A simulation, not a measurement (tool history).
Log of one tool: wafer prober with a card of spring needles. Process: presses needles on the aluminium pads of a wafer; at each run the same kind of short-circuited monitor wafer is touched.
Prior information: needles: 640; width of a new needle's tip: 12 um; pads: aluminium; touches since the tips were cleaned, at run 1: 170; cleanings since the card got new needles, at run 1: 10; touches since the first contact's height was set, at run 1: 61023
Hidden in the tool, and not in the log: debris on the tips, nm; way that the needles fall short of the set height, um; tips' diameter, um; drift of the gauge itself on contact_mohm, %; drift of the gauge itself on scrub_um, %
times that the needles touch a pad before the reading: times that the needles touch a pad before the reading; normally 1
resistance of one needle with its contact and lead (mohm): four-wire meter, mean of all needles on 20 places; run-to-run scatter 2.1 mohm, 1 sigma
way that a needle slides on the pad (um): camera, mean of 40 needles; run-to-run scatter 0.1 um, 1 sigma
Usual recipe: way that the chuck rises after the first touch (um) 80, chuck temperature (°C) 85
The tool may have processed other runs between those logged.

run,hour,way that the chuck rises after the first touch (um),chuck temperature (°C),times that the needles touch a pad before the reading,touches since the tips were cleaned,cleanings since the card got new needles,touches since the first contact's height was set,resistance of one needle with its contact and lead (mohm),way that a needle slides on the pad (um)
1,0,80,85,1,170,10,61023,265,19.73
2,11.8,80,85,1,3672,10,64525,273,19.51
3,18.2,80,85,1,5555,10,66408,279,19.78
# hour 21: tips cleaned on abrasive film
4,26.9,80,85,1,1746,11,68941,273,19.65
5,32.4,80,85,1,3383,11,70578,270,19.69
# hour 41.7: tips cleaned on abrasive film
6,43.6,80,85,1,569,12,73859,264,19.69
7,55.3,80,85,1,4021,12,77311,273,19.47
# hour 62.9: tips cleaned on abrasive film
8,67,80,85,1,1216,13,80745,268,19.53
9,75,80,85,1,3589,13,83118,271,19.79
# hour 84: tips cleaned on abrasive film
10,84,80,85,1,0,14,85757,267,19.79
11,94.5,80,85,1,3094,14,88851,272,19.69
# hour 105: tips cleaned on abrasive film
12,105.3,80,85,1,74,15,92015,268,19.49
13,115,66,29,3,2958,15,94899,252,16.23
14,122.6,66,29,3,5194,15,97135,253,16.09
# hour 126.2: tips cleaned on abrasive film
15,133.8,88,29,3,2245,16,100433,252,21.82
16,139.1,85,33,3,3800,16,101988,251,20.66

Estimate the outcome of run 17 from the log above:
# hour 147.6: tips cleaned on abrasive film
17,149.3,73,47,1,496,17,104986,?,?

Run 17 came out at resistance of one needle with its contact and lead (mohm) 253, way that a needle slides on the pad (um) 17.75.
Minus the tool's unlogged condition, the same run would have read resistance of one needle with its contact and lead (mohm) 252, way that a needle slides on the pad (um) 18.2.
